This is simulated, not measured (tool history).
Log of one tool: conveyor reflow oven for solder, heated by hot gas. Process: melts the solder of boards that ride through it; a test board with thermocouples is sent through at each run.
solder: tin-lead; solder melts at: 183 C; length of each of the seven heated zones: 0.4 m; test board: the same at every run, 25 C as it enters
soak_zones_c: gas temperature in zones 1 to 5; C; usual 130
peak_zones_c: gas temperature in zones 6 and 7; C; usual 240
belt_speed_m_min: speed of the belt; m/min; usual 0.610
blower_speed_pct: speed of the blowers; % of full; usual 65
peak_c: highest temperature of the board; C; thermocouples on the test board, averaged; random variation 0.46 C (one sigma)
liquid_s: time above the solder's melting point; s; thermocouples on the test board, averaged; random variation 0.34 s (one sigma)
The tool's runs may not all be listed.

run 1 hour=0.0 | soak_zones_c=130 peak_zones_c=240 belt_speed_m_min=0.610 blower_speed_pct=65 | peak_c=218.7 liquid_s=58.3
run 2 hour=8.7 | soak_zones_c=130 peak_zones_c=240 belt_speed_m_min=0.610 blower_speed_pct=65 | peak_c=219.9 liquid_s=57.0
run 3 hour=19.4 | soak_zones_c=130 peak_zones_c=240 belt_speed_m_min=0.610 blower_speed_pct=65 | peak_c=218.9 liquid_s=57.8
run 4 hour=29.8 | soak_zones_c=130 peak_zones_c=240 belt_speed_m_min=0.610 blower_speed_pct=65 | peak_c=219.6 liquid_s=57.9
run 5 hour=39.2 | soak_zones_c=130 peak_zones_c=240 belt_speed_m_min=0.610 blower_speed_pct=65 | peak_c=219.3 liquid_s=57.5
run 6 hour=44.4 | soak_zones_c=130 peak_zones_c=240 belt_speed_m_min=0.610 blower_speed_pct=73 | peak_c=220.8 liquid_s=59.3
run 7 hour=50.6 | soak_zones_c=130 peak_zones_c=240 belt_speed_m_min=0.610 blower_speed_pct=73 | peak_c=221.4 liquid_s=59.0
run 8 hour=57.7 | soak_zones_c=130 peak_zones_c=240 belt_speed_m_min=0.626 blower_speed_pct=65 | peak_c=218.3 liquid_s=55.6
run 9 hour=63.8 | soak_zones_c=133 peak_zones_c=240 belt_speed_m_min=0.610 blower_speed_pct=65 | peak_c=219.5 liquid_s=58.5
run 10 hour=72.2 | soak_zones_c=130 peak_zones_c=240 belt_speed_m_min=0.539 blower_speed_pct=65 | peak_c=222.7 liquid_s=70.3
run 11 hour=79.0 | soak_zones_c=130 peak_zones_c=240 belt_speed_m_min=0.539 blower_speed_pct=65 | peak_c=223.7 liquid_s=69.6
run 12 hour=86.3 | soak_zones_c=130 peak_zones_c=240 belt_speed_m_min=0.539 blower_speed_pct=65 | peak_c=222.8 liquid_s=69.2
-- hour=91.8 thermocouples of zones 6 and 7 changed
run 13 hour=100.2 | soak_zones_c=130 peak_zones_c=240 belt_speed_m_min=0.539 blower_speed_pct=65 | peak_c=225.3 liquid_s=71.1
run 14 hour=110.2 | soak_zones_c=130 peak_zones_c=240 belt_speed_m_min=0.539 blower_speed_pct=65 | peak_c=225.1 liquid_s=71.2
run 15 hour=121.6 | soak_zones_c=130 peak_zones_c=240 belt_speed_m_min=0.539 blower_speed_pct=65 | peak_c=224.4 liquid_s=70.0
run 16 hour=128.9 | soak_zones_c=130 peak_zones_c=240 belt_speed_m_min=0.539 blower_speed_pct=65 | peak_c=225.7 liquid_s=71.2
run 17 hour=136.6 | soak_zones_c=130 peak_zones_c=240 belt_speed_m_min=0.610 blower_speed_pct=54 | peak_c=217.8 liquid_s=56.0
run 18 hour=143.0 | soak_zones_c=130 peak_zones_c=240 belt_speed_m_min=0.610 blower_speed_pct=54 | peak_c=218.2 liquid_s=56.1
run 19 hour=152.5 | soak_zones_c=130 peak_zones_c=240 belt_speed_m_min=0.610 blower_speed_pct=54 | peak_c=217.9 liquid_s=56.4
run 20 hour=164.2 | soak_zones_c=130 peak_zones_c=240 belt_speed_m_min=0.610 blower_speed_pct=54 | peak_c=217.4 liquid_s=55.8
run 21 hour=175.3 | soak_zones_c=130 peak_zones_c=240 belt_speed_m_min=0.643 blower_speed_pct=77 | peak_c=221.3 liquid_s=56.6
run 22 hour=180.9 | soak_zones_c=130 peak_zones_c=238 belt_speed_m_min=0.608 blower_speed_pct=65 | peak_c=218.2 liquid_s=57.5
run 23 hour=190.5 | soak_zones_c=130 peak_zones_c=238 belt_speed_m_min=0.608 blower_speed_pct=65 | peak_c=218.6 liquid_s=57.6
run 24 hour=200.1 | soak_zones_c=130 peak_zones_c=238 belt_speed_m_min=0.608 blower_speed_pct=65 | peak_c=218.2 liquid_s=57.6
run 25 hour=210.9 | soak_zones_c=130 peak_zones_c=255 belt_speed_m_min=0.694 blower_speed_pct=65 | peak_c=226.7 liquid_s=55.5
run 26 hour=221.3 | soak_zones_c=130 peak_zones_c=231 belt_speed_m_min=0.681 blower_speed_pct=65 | peak_c=208.2 liquid_s=41.7
run 27 hour=232.1 | soak_zones_c=132 peak_zones_c=243 belt_speed_m_min=0.586 blower_speed_pct=64 | peak_c=224.1 liquid_s=64.8
run 28 hour=242.7 | soak_zones_c=132 peak_zones_c=243 belt_speed_m_min=0.586 blower_speed_pct=64 | peak_c=224.2 liquid_s=64.9
run 29 hour=248.0 | soak_zones_c=130 peak_zones_c=240 belt_speed_m_min=0.549 blower_speed_pct=89 | peak_c=226.3 liquid_s=72.0
run 30 hour=255.6 | soak_zones_c=129 peak_zones_c=245 belt_speed_m_min=0.723 blower_speed_pct=72 | peak_c=218.0 liquid_s=47.1

5 ways to go on from here, each from the tool as it stands after run 30. What would each give?
run A hour=263.1 | soak_zones_c=137 peak_zones_c=245 belt_speed_m_min=0.493 blower_speed_pct=69 | peak_c=? liquid_s=?
run B hour=263.1 | soak_zones_c=129 peak_zones_c=245 belt_speed_m_min=0.621 blower_speed_pct=72 | peak_c=? liquid_s=?
run C hour=263.1 | soak_zones_c=136 peak_zones_c=240 belt_speed_m_min=0.610 blower_speed_pct=74 | peak_c=? liquid_s=?
run D hour=263.1 | soak_zones_c=129 peak_zones_c=236 belt_speed_m_min=0.692 blower_speed_pct=74 | peak_c=? liquid_s=?
run E hour=263.1 | soak_zones_c=132 peak_zones_c=240 belt_speed_m_min=0.610 blower_speed_pct=59 | peak_c=? liquid_s=?

run=A peak_c=233.2 liquid_s=86.8
run=B peak_c=225.3 liquid_s=60.8
run=C peak_c=222.6 liquid_s=63.4
run=D peak_c=213.0 liquid_s=45.2
run=E peak_c=218.2 liquid_s=57.9
Without the tool's hidden state the same runs would have given:
run=A peak_c=235.4 liquid_s=87.5
run=B peak_c=228.4 liquid_s=62.5
run=C peak_c=225.5 liquid_s=65.0
run=D peak_c=216.4 liquid_s=47.9
run=E peak_c=220.9 liquid_s=59.8
